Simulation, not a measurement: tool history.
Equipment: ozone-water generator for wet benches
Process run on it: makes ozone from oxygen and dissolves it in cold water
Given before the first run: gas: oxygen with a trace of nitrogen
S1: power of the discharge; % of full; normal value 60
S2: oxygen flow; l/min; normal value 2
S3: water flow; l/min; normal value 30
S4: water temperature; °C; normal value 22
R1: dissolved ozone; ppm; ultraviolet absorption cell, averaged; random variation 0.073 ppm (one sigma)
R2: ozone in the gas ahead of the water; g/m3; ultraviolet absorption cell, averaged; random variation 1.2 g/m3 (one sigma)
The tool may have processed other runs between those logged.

Run 1, hour 0: usual settings. Result: R1 6.89 ppm, R2 219.9 g/m3.
Run 2, hour 25.6: usual settings. Result: R1 7.06 ppm, R2 220.2 g/m3.
Run 3, hour 56.5: usual settings but S2 1.34 l/min. Result: R1 6.05 ppm, R2 266.6 g/m3.
Run 4, hour 81.2: usual settings but S2 1.43 l/min. Result: R1 6.06 ppm, R2 258 g/m3.
Run 5, hour 105.6: usual settings but S2 1.43 l/min. Result: R1 6.28 ppm, R2 256.3 g/m3.
Run 6, hour 134.2: usual settings. Result: R1 6.87 ppm, R2 219.8 g/m3.
Run 7, hour 165.8: usual settings. Result: R1 7.13 ppm, R2 217.8 g/m3.
Run 8, hour 189.8: usual settings but S1 47 % of full. Result: R1 5.81 ppm, R2 183 g/m3.
Run 9, hour 212.1: usual settings but S1 47 % of full, S2 3.11 l/min. Result: R1 6.77 ppm, R2 148.2 g/m3.
Run 10, hour 247.5: usual settings but S1 47 % of full, S2 3.11 l/min. Result: R1 6.66 ppm, R2 147.7 g/m3.
Run 11, hour 283: usual settings. Result: R1 6.92 ppm, R2 216.5 g/m3.
Run 12, hour 307.2: usual settings. Result: R1 6.97 ppm, R2 214.9 g/m3.
Run 13, hour 322.5: usual settings. Result: R1 7.02 ppm, R2 214.3 g/m3.
Run 14, hour 344.2: usual settings. Result: R1 6.99 ppm, R2 215.2 g/m3.
At hour 353.1: gauge calibrated.
Run 15, hour 377.2: usual settings. Result: R1 7.1 ppm, R2 220.7 g/m3.
Run 16, hour 400: usual settings but S4 19 °C. Result: R1 7.1 ppm, R2 219 g/m3.
Run 17, hour 433.3: usual settings but S1 42 % of full, S2 2.36 l/min, S4 14 °C. Result: R1 6.14 ppm, R2 158.1 g/m3.
Run 18, hour 468.2: usual settings but S1 52 % of full, S2 1.27 l/min, S4 14 °C. Result: R1 5.39 ppm, R2 248.2 g/m3.
Run 19, hour 502.1: usual settings but S2 3.07 l/min. Result: R1 8 ppm, R2 179.8 g/m3.
Run 20, hour 531.7: usual settings but S2 3.07 l/min. Result: R1 7.92 ppm, R2 175.8 g/m3.
Run 21, hour 563.6: usual settings but S2 3.07 l/min. Result: R1 7.86 ppm, R2 177.9 g/m3.
Run 22, hour 587: usual settings but S1 73 % of full, S3 31 l/min, S4 18 °C. Result: R1 7.95 ppm, R2 248.2 g/m3.
Run 23, hour 602.1: usual settings but S1 76 % of full, S2 1.96 l/min, S3 31 l/min, S4 25 °C. Result: R1 7.64 ppm, R2 258.2 g/m3.
Run 24, hour 621.9: usual settings but S1 54 % of full, S2 1.3 l/min. Result: R1 5.45 ppm, R2 244 g/m3.
Run 25, hour 653.2: usual settings but S1 93 % of full, S2 2.35 l/min, S4 21 °C. Result: R1 10 ppm, R2 269.8 g/m3.
Run 26, hour 688.7: usual settings but S1 67 % of full, S2 2.35 l/min, S3 27 l/min, S4 21 °C. Result: R1 8.82 ppm, R2 215.7 g/m3.
Run 27, hour 709.3: usual settings but S1 67 % of full, S2 2.35 l/min, S3 27 l/min, S4 21 °C. Result: R1 8.84 ppm, R2 215.7 g/m3.
Run 28, hour 734.6: usual settings but S2 1.85 l/min, S3 37 l/min. Result: R1 5.41 ppm, R2 222.2 g/m3.
Run 29, hour 749.5: usual settings but S1 71 % of full, S2 1.85 l/min, S3 37 l/min. Result: R1 6.15 ppm, R2 248.8 g/m3.
Run 30, hour 772.4: usual settings but S1 71 % of full, S2 1.85 l/min, S3 37 l/min. Result: R1 6.13 ppm, R2 249.8 g/m3.
Run 31, hour 800.1: usual settings but S1 86 % of full, S2 1.46 l/min, S3 26 l/min, S4 14 °C. Result: R1 9.79 ppm, R2 316.2 g/m3.
Run 32, hour 833: usual settings but S1 86 % of full, S2 1.46 l/min, S3 26 l/min, S4 14 °C. Result: R1 9.64 ppm, R2 316.6 g/m3.

What would each run have given without the hidden state, its run-to-run variation left as it was?
Hidden state present: yield of the discharge, % of new electrodes'; contactor's efficiency, % of a clean one's; true water temperature over the reading, C; drift of the gauge itself on ozone_ppm, %; drift of the gauge itself on gas_g_m3, %.
run     R2
  1  219.9
  2  220.6
  3  267.9
  4  259.8
  5  258.6
  6  222.3
  7  220.8
  8  185.9
  9  150.8
 10  150.8
 11  221.7
 12  220.5
 13  220.2
 14  221.5
 15  221.2
 16  219.9
 17  159.1
 18  250.6
 19  182.1
 20  178.4
 21    181
 22  253.1
 23  263.6
 24  249.5
 25  276.6
 26  221.8
 27  222.2
 28  229.4
 29  257.2
 30  258.7
 31  328.3
 32  329.7
R1 without the hidden state stays within 0.01 ppm of what was measured, in all runs.
